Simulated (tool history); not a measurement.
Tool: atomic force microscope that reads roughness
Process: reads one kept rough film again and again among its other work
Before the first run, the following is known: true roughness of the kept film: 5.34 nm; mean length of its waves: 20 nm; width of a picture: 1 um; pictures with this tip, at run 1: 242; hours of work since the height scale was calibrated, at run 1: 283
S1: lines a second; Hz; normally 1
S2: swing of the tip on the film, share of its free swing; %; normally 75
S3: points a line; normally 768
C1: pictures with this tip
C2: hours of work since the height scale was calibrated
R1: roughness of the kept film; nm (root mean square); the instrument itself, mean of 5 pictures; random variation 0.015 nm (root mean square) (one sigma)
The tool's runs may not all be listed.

run 1 hour=0 | S1=1 S2=75 S3=768 | C1=242 C2=283 | R1=3.62
run 2 hour=12.3 | S1=1 S2=75 S3=768 | C1=262 C2=290 | R1=3.61
run 3 hour=20 | S1=1 S2=75 S3=768 | C1=274 C2=294 | R1=3.648
run 4 hour=26.6 | S1=1 S2=75 S3=768 | C1=285 C2=298 | R1=3.614
run 5 hour=32.4 | S1=1 S2=75 S3=768 | C1=295 C2=301 | R1=3.62
run 6 hour=44.4 | S1=1 S2=83 S3=768 | C1=314 C2=307 | R1=3.505
run 7 hour=57.6 | S1=1 S2=83 S3=768 | C1=336 C2=314 | R1=3.496
-- hour=64.1 new tip fitted
run 8 hour=66.3 | S1=1 S2=73 S3=768 | C1=3 C2=318 | R1=3.654
run 9 hour=76.8 | S1=1 S2=75 S3=768 | C1=21 C2=324 | R1=3.604
run 10 hour=86.8 | S1=0.94 S2=75 S3=768 | C1=37 C2=329 | R1=3.636
run 11 hour=96.9 | S1=3.02 S2=75 S3=622 | C1=54 C2=335 | R1=3.179
run 12 hour=109.7 | S1=2.15 S2=70 S3=622 | C1=75 C2=341 | R1=3.456
run 13 hour=122.1 | S1=2.15 S2=79 S3=622 | C1=95 C2=348 | R1=3.25
run 14 hour=129 | S1=2.26 S2=75 S3=321 | C1=107 C2=352 | R1=3.265
run 15 hour=137.3 | S1=1.11 S2=71 S3=521 | C1=120 C2=356 | R1=3.624
run 16 hour=144 | S1=3.66 S2=62 S3=296 | C1=131 C2=360 | R1=3.381
run 17 hour=152.1 | S1=3.66 S2=62 S3=296 | C1=144 C2=364 | R1=3.39

Forecast each of these 5 alternatives for the next run:
run A hour=158.2 | S1=3.66 S2=56 S3=625 | C1=155 C2=367 | R1=?
run B hour=158.2 | S1=1.45 S2=62 S3=886 | C1=155 C2=367 | R1=?
run C hour=158.2 | S1=2.41 S2=65 S3=266 | C1=155 C2=367 | R1=?
run D hour=158.2 | S1=1 S2=75 S3=772 | C1=155 C2=367 | R1=?
run E hour=158.2 | S1=1 S2=62 S3=768 | C1=155 C2=367 | R1=?

run=A R1=3.606
run=B R1=3.69
run=C R1=3.418
run=D R1=3.607
run=E R1=3.776
With the hidden condition removed and each run's random variation left untouched, the same runs would have given:
run=A R1=3.616
run=B R1=3.701
run=C R1=3.428
run=D R1=3.617
run=E R1=3.787

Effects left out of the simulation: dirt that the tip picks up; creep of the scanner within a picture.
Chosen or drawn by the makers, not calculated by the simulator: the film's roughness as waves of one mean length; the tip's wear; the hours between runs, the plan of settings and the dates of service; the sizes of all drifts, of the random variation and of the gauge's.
